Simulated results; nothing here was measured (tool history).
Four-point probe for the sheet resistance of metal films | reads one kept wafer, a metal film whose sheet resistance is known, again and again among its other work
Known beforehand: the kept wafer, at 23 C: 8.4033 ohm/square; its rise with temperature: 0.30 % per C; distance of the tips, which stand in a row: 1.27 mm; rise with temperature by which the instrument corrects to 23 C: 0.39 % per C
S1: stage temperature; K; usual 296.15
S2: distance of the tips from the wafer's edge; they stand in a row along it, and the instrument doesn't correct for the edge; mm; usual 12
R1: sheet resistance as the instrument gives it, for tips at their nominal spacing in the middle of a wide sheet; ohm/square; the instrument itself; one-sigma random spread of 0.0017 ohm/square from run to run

Run 1, hour 0: usual settings. Result: R1 8.426753 ohm/square.
Run 2, hour 23.6: usual settings. Result: R1 8.424375 ohm/square.
Run 3, hour 45.2: usual settings. Result: R1 8.425213 ohm/square.
Run 4, hour 83.3: usual settings but S1 307.15 K. Result: R1 8.345933 ohm/square.
Run 5, hour 110.6: usual settings but S1 307.15 K. Result: R1 8.343079 ohm/square.
At hour 113.3: stage's thermometer calibrated.
Run 6, hour 148.5: usual settings but S1 307.15 K. Result: R1 8.335674 ohm/square.
Run 7, hour 176.3: usual settings but S1 307.15 K. Result: R1 8.338607 ohm/square.
Run 8, hour 206.7: usual settings but S1 307.15 K, S2 8 mm. Result: R1 8.400285 ohm/square.
Run 9, hour 237.5: usual settings but S1 305.15 K, S2 11 mm. Result: R1 8.356803 ohm/square.
Run 10, hour 271.5: usual settings but S1 308.15 K, S2 60 mm. Result: R1 8.281059 ohm/square.
Run 11, hour 300.5: usual settings but S1 308.15 K, S2 60 mm. Result: R1 8.276861 ohm/square.

Alternative continuations, all from the tool just after run 11; predict every row:
At hour 312.9: stage's thermometer calibrated, once more.
Run A, hour 339: usual settings but S1 300.15 K, S2 54 mm. Result: R1 ?.
At hour 312.9: stage's thermometer calibrated, once more.
Run B, hour 339: usual settings but S1 302.15 K, S2 4 mm. Result: R1 ?.
At hour 312.9: stage's thermometer calibrated, once more.
Run C, hour 339: usual settings but S2 47 mm. Result: R1 ?.

run        R1
  A  8.351534
  B  8.762848
  C  8.382129
With the hidden condition removed and each run's random variation left untouched, the same runs would have given:
run        R1
  A  8.374226
  B  8.786559
  C  8.404895

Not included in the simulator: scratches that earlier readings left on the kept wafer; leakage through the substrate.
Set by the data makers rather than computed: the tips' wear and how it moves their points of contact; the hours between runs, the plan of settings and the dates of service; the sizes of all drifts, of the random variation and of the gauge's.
